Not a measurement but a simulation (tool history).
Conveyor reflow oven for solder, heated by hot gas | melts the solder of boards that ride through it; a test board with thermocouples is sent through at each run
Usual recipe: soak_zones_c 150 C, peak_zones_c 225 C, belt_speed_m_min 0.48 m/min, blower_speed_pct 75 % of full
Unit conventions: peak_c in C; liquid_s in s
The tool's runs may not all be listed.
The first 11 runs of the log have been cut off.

run   hour  soak_zones_c  peak_zones_c  belt_speed_m_min  blower_speed_pct  peak_c  liquid_s
 12    295           150           225             0.457                71   211.2      60.2
 13  320.8           150           225             0.457                71   211.2      59.9
 14  341.8           150           225             0.457                71   211.1      60.4
 15  360.3           150           221              0.48                75     207      52.8
 16    393           150           225              0.48                77   210.6      56.7
 17  429.9           158           239             0.476                77   224.1      70.8
 18  447.8           158           239             0.476                77   224.1      70.7
 19  469.7           162           225              0.48                68   211.6      63.4
 20  500.4           149           236              0.48                68     218      61.6
 21  521.9           142           227             0.575                78   204.4      37.3

Estimate the outcome of run 22 from the log above:
 22  556.1           150           224              0.48                63       ?         ?

Run 22 measured peak_c 207.1 C, liquid_s 52.1 s.
With the hidden condition absent and the run-to-run variation left alone, this run would have shown peak_c 208 C, liquid_s 52.1 s.
